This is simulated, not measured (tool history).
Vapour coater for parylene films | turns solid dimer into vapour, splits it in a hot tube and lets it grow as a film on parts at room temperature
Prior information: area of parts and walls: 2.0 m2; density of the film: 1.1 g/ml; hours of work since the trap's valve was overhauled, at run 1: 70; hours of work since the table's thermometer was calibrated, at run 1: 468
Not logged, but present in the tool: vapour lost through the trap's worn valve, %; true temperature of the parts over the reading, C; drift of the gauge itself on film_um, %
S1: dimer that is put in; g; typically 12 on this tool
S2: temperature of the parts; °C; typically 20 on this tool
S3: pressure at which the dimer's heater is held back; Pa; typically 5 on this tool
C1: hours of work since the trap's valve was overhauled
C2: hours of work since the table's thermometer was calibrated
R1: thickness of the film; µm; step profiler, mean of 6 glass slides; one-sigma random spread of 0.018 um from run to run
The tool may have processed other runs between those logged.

run	hour	S1	S2	S3	C1	C2	R1
1	0	12	20	5	70	468	2.78
2	23	12	20	5	89	487	2.79
3	44.8	12	22	5	107	505	2.59
4	73.7	12	22	5	131	529	2.54
5	89.3	12	19	5	144	542	2.89
6	114.4	12	19	5	164	563	2.93
7	130.4	10	20	5	178	576	2.35
8	149.6	10	20	5	194	592	2.34
9	180.3	10	20	5	219	617	2.34
10	209.7	10	20	5	243	642	2.34
11	239	10	20	5	268	666	2.33
12	261.2	7	12	2.87	286	685	2.6
13	274.6	12	12	8.71	297	696	3.37
14	305.4	10	12	2.92	323	721	3.7
15	320.9	12	17	2.36	336	734	3.84
16	347.9	12	13	2.36	358	756	4.43
17	361.2	12	13	2.36	369	767	4.43
18	388.7	12	24	2.37	392	790	2.84
19	412.9	9	27	6.4	412	810	1.48
20	437.4	6	27	2.04	432	831	1.31
21	452.4	6	27	2.04	445	843	1.3

Below are 3 alternative next runs, each starting from the tool's condition after run 21. Predict each:
A	469.2	10	27	2.04	459	857	?
B	469.2	10	17	2.04	459	857	?
C	469.2	8	13	2.04	459	857	?

run	R1
A	2.19
B	3.3
C	3.09
With the hidden condition removed and each run's random variation left untouched, the same runs would have given:
run	R1
A	2.19
B	3.31
C	3.1
